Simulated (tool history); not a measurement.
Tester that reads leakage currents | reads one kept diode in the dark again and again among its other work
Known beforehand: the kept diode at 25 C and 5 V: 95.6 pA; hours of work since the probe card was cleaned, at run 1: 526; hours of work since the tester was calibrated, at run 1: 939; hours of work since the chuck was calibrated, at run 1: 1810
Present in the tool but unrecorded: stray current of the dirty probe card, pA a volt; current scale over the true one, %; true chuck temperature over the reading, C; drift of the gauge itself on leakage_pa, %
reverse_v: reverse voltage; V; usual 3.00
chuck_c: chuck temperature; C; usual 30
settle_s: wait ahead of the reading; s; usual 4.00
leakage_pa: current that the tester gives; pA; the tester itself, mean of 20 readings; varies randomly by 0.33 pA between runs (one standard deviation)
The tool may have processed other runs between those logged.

run,hour,reverse_v,chuck_c,settle_s,hours of work since the probe card was cleaned,hours of work since the tester was calibrated,hours of work since the chuck was calibrated,leakage_pa
1,0.0,3.00,30,4.00,526,939,1810,123.41
2,89.8,3.00,30,4.00,598,1011,1882,124.37
3,163.6,3.00,30,4.00,657,1070,1941,124.80
4,211.5,8.66,30,4.00,696,1108,1980,233.97
5,288.6,8.66,37,4.00,757,1170,2041,412.02
# hour 320.2: chuck's temperature calibrated
6,350.8,8.97,37,4.00,805,1218,24,371.97
7,438.0,3.00,30,0.33,875,1288,94,114.81
8,481.7,3.00,30,0.33,910,1323,129,115.51
9,536.5,3.00,30,0.33,954,1367,173,115.97
10,599.7,2.71,30,0.33,1004,1417,223,109.40
11,693.2,2.71,30,0.33,1079,1492,298,109.57
12,773.8,2.36,30,4.00,1144,1556,363,99.38
13,845.1,3.00,30,4.00,1201,1613,420,115.99
14,939.2,3.00,24,4.00,1276,1688,495,71.12
15,1000.5,19.36,24,4.00,1325,1738,544,222.21
16,1064.6,19.36,24,4.00,1376,1789,595,224.03
17,1158.0,19.36,24,4.00,1451,1863,670,226.11
18,1248.9,19.36,24,4.00,1523,1936,743,227.60
19,1302.6,19.36,24,4.00,1566,1979,786,229.56
20,1373.2,19.36,24,4.00,1623,2035,842,231.22
21,1414.9,19.36,30,0.32,1656,2069,875,384.39
22,1511.8,19.36,30,0.32,1734,2146,953,389.34
23,1593.0,17.25,54,4.30,1799,2211,1018,2111.88
24,1641.6,4.19,24,1.71,1837,2250,1057,92.14
25,1691.2,4.19,24,1.71,1877,2290,1096,92.58
26,1785.3,17.73,25,5.41,1952,2365,1171,245.29
27,1825.9,4.45,50,9.16,1985,2397,1204,725.28
28,1894.6,4.45,50,9.16,2040,2452,1259,727.93
29,1963.2,4.45,50,9.16,2095,2507,1314,731.03
30,2030.4,1.78,50,9.16,2148,2561,1367,428.75
31,2104.6,15.22,44,0.70,2208,2620,1427,986.39
32,2175.1,3.00,30,4.00,2264,2677,1483,126.71
33,2273.3,2.39,45,4.00,2343,2755,1562,357.25
34,2328.7,2.39,45,4.00,2387,2799,1606,356.16
35,2399.4,2.39,45,4.00,2443,2856,1663,358.02
36,2454.3,3.00,41,0.30,2487,2900,1706,306.99
37,2499.0,14.66,41,1.52,2523,2936,1742,778.02
38,2543.8,13.15,30,1.59,2559,2971,1778,319.69
39,2609.2,2.48,37,0.96,2611,3024,1830,203.14

Each row is a separate what-if for the run after 39, all from the same tool condition, not one after another. Results?
A,2691.4,7.80,21,1.30,2677,3090,1896,?
B,2691.4,16.68,30,5.12,2677,3090,1896,?
C,2691.4,3.33,55,2.05,2677,3090,1896,?
D,2691.4,3.00,42,4.00,2677,3090,1896,?

run,leakage_pa
A,118.30
B,373.64
C,917.96
D,331.26
Without the tool's hidden state the same runs would have given:
run,leakage_pa
A,88.92
B,296.97
C,813.88
D,287.45
